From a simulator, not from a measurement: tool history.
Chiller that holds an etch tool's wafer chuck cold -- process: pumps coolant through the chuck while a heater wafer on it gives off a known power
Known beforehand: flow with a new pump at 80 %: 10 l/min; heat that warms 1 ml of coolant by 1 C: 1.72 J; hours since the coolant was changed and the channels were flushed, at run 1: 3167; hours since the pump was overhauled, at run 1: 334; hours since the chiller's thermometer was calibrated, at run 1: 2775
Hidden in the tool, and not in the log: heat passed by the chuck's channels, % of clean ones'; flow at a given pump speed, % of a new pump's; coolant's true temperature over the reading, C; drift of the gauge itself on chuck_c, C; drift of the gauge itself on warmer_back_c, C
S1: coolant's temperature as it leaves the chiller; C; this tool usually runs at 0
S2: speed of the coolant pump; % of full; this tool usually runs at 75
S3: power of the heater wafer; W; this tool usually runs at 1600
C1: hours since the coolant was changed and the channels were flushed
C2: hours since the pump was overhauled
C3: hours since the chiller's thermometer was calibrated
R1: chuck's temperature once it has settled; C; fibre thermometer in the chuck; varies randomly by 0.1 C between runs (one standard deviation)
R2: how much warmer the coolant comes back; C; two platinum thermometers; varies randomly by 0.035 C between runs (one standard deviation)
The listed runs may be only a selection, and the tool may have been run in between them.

run    hour  S1  S2    S3    C1    C2    C3    R1    R2
  1       0   0  75  1600  3167   334  2775  13.7  5.93
  2    71.2   0  75  1600  3238   405  2846  13.7  5.99
  3   117.3   0  75  1600  3284   451  2893  13.6  5.96
        155  -- coolant changed, channels flushed
  4   203.7   0  75  1600    49   532  2973  13.6  5.92
  5   261.8   0  75  1600   107   590  3031  13.6  5.94
  6   321.2   0  75  1600   166   649  3090  13.7  5.97
  7   386.3   0  75  1600   231   714  3156  13.6  5.94
  8   447.2   0  75  1600   292   775  3216  13.6  6.06
  9   515.5   0  72  1600   361   843  3285  13.7  6.24
 10     557   0  75  1600   402   885  3326  13.6  6.06
 11     610   0  75  1600   455   938  3379  13.6  6.02
 12     650   0  75  1600   495   978  3419  13.4     6
 13   705.3   0  75  1600   550  1033  3475  13.7  6.01
 14   792.6   0  75  1600   638  1120  3562  13.7  6.06
 15   851.1   0  75  1600   696  1179  3620  13.5  6.14
      904.7  -- chiller's thermometer calibrated
 16   947.2   4  75  1600   791  1274    43  17.5  6.08
 17  1025.8   0  90   934   870  1353   121   7.2  3.08
 18  1098.8   0  90   934   943  1426   194   7.1  3.07
 19  1146.9   6  75  1930   991  1474   242  22.2  7.41
 20  1227.9   0  81  1392  1072  1555   323  11.4  4.94
 21  1272.1   0  84  1332  1116  1599   367  10.6   4.7
 22  1342.9  -5  72  2117  1187  1670   438  13.5  8.44
 23  1385.7  -5  72  2117  1230  1713   481  13.4  8.36
 24  1443.6   0  63   947  1288  1770   539   8.9   4.4
 25  1527.4   0  63   947  1371  1854   623   8.7  4.38
 26  1583.9   7  72  1251  1428  1911   679  17.8  5.07
 27  1643.2   9  73  1541  1487  1970   739  22.5  6.15
 28  1728.7   1  70  2116  1573  2056   824  19.7   8.7
 29  1779.3  -1  75  1600  1623  2106   875  12.5  6.23
 30  1848.8  -8  63  1684  1693  2176   944     8  7.66
     1921.4  -- gauge calibrated
 31  1938.4  -8  63  1684  1782  2265  1034     8  7.37
 32  2018.2  -8  63  1684  1862  2345  1114   8.2  7.32

Had the tool no unlogged condition, and each run kept its random variation, what would the results have been?
run    R2
  1  5.93
  2  5.98
  3  5.94
  4  5.89
  5  5.89
  6  5.92
  7  5.88
  8  5.98
  9  6.16
 10  5.97
 11  5.92
 12  5.89
 13   5.9
 14  5.93
 15     6
 16  5.92
 17  2.92
 18  2.89
 19  7.22
 20  4.74
 21  4.49
 22  8.22
 23  8.13
 24  4.17
 25  4.13
 26  4.81
 27  5.88
 28  8.41
 29  5.94
 30  7.35
 31  7.37
 32   7.3
R1: at most 0.1 C away from the measurement, every run.
